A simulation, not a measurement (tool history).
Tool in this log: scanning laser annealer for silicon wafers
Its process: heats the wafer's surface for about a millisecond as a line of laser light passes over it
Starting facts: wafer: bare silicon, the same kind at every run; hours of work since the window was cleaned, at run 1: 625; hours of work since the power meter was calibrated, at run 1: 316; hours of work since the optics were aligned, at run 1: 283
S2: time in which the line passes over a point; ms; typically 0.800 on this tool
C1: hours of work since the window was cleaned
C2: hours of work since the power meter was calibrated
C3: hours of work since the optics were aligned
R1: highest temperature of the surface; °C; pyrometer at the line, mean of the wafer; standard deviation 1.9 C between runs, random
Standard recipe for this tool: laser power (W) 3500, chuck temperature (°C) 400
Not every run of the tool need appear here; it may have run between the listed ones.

run 1 hour=0.0 | laser_power_(W)=3500 S2=0.800 chuck_temperature_(°C)=400 | C1=625 C2=316 C3=283 | R1=1168
run 2 hour=12.3 | laser_power_(W)=3500 S2=0.800 chuck_temperature_(°C)=400 | C1=632 C2=322 C3=290 | R1=1168
run 3 hour=40.6 | laser_power_(W)=3500 S2=0.800 chuck_temperature_(°C)=400 | C1=647 C2=337 C3=304 | R1=1169
run 4 hour=55.6 | laser_power_(W)=3500 S2=0.800 chuck_temperature_(°C)=400 | C1=655 C2=345 C3=312 | R1=1169
run 5 hour=77.7 | laser_power_(W)=3500 S2=0.800 chuck_temperature_(°C)=400 | C1=666 C2=357 C3=324 | R1=1166
run 6 hour=95.6 | laser_power_(W)=3500 S2=0.800 chuck_temperature_(°C)=400 | C1=676 C2=366 C3=333 | R1=1166
run 7 hour=123.8 | laser_power_(W)=3500 S2=0.625 chuck_temperature_(°C)=400 | C1=690 C2=381 C3=348 | R1=1062
run 8 hour=145.7 | laser_power_(W)=3500 S2=0.625 chuck_temperature_(°C)=400 | C1=702 C2=393 C3=360 | R1=1062
run 9 hour=164.0 | laser_power_(W)=3500 S2=0.705 chuck_temperature_(°C)=400 | C1=712 C2=402 C3=369 | R1=1111
run 10 hour=185.3 | laser_power_(W)=3500 S2=0.705 chuck_temperature_(°C)=400 | C1=723 C2=414 C3=381 | R1=1107
run 11 hour=208.9 | laser_power_(W)=3603 S2=0.722 chuck_temperature_(°C)=400 | C1=735 C2=426 C3=393 | R1=1144
run 12 hour=236.0 | laser_power_(W)=3200 S2=0.723 chuck_temperature_(°C)=369 | C1=749 C2=440 C3=407 | R1=1006
run 13 hour=253.1 | laser_power_(W)=3714 S2=0.794 chuck_temperature_(°C)=364 | C1=758 C2=449 C3=416 | R1=1181
run 14 hour=281.7 | laser_power_(W)=3077 S2=0.957 chuck_temperature_(°C)=400 | C1=774 C2=464 C3=431 | R1=1111
run 15 hour=304.1 | laser_power_(W)=3077 S2=0.957 chuck_temperature_(°C)=400 | C1=785 C2=476 C3=443 | R1=1107

Hidden state or all else? Some run-to-run changes of R1, split into what the settings, what came in and random variation would give without the hidden state, and what is left for the hidden state (with any gauge scatter that isn't in both results):
What the log doesn't record here: light that passes the window, % of a clean one's; laser's true power over the reading, %; width of the line over the set one, %; drift of the gauge itself on peak_c, C.
Run 12 -> 13: laser power (W) 3200 -> 3714, S2 0.723 -> 0.794, chuck temperature (°C) 369 -> 364. R1 +175 °C: hidden state -15, all else +190.
